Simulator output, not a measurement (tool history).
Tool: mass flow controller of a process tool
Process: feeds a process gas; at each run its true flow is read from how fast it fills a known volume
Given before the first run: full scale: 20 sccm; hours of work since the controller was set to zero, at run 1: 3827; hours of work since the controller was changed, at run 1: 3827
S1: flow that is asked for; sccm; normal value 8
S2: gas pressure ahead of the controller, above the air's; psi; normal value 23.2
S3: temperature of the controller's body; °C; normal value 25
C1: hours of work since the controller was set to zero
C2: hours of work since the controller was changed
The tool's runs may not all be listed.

run 1 day=0.000 | S1=8 S2=23.2 S3=25 | C1=3827 C2=3827 | true_flow_(%)=99.03
run 2 day=13.588 | S1=8 S2=23.2 S3=25 | C1=4017 C2=4017 | true_flow_(%)=99.06
run 3 day=21.296 | S1=8 S2=23.2 S3=25 | C1=4125 C2=4125 | true_flow_(%)=99.05
run 4 day=32.229 | S1=8 S2=23.2 S3=25 | C1=4278 C2=4278 | true_flow_(%)=99.09
run 5 day=39.367 | S1=8 S2=23.2 S3=25 | C1=4377 C2=4377 | true_flow_(%)=99.02
run 6 day=47.567 | S1=2 S2=23.2 S3=25 | C1=4492 C2=4492 | true_flow_(%)=101.80
run 7 day=54.296 | S1=3 S2=23.2 S3=25 | C1=4586 C2=4586 | true_flow_(%)=100.44
run 8 day=61.517 | S1=6 S2=23.2 S3=25 | C1=4687 C2=4687 | true_flow_(%)=99.29
run 9 day=69.900 | S1=6 S2=23.2 S3=25 | C1=4804 C2=4804 | true_flow_(%)=99.38
run 10 day=80.542 | S1=8 S2=21.9 S3=25 | C1=4953 C2=4953 | true_flow_(%)=99.27
-- day=81.708 controller's zero set anew
run 11 day=92.138 | S1=12 S2=23.2 S3=25 | C1=146 C2=5115 | true_flow_(%)=99.79
run 12 day=99.554 | S1=8 S2=23.2 S3=25 | C1=249 C2=5218 | true_flow_(%)=99.96
-- day=100.854 controller's zero set anew, once more
run 13 day=108.992 | S1=8 S2=23.2 S3=25 | C1=114 C2=5350 | true_flow_(%)=98.06
run 14 day=122.288 | S1=8 S2=23.2 S3=25 | C1=300 C2=5536 | true_flow_(%)=98.31
run 15 day=130.383 | S1=8 S2=23.2 S3=25 | C1=413 C2=5649 | true_flow_(%)=98.20
run 16 day=141.667 | S1=8 S2=23.2 S3=25 | C1=570 C2=5806 | true_flow_(%)=98.09
run 17 day=147.604 | S1=8 S2=23.2 S3=25 | C1=653 C2=5889 | true_flow_(%)=97.99
run 18 day=157.296 | S1=17 S2=34.5 S3=21 | C1=789 C2=6025 | true_flow_(%)=99.20

Expected results for the next run?
run 19 day=168.238 | S1=6 S2=34.5 S3=36 | C1=942 C2=6178 | true_flow_(%)=?

{"run 19": {"true flow (%)": 96.93}}
Minus the tool's unlogged condition, the same run would have read true flow (%) 97.37.
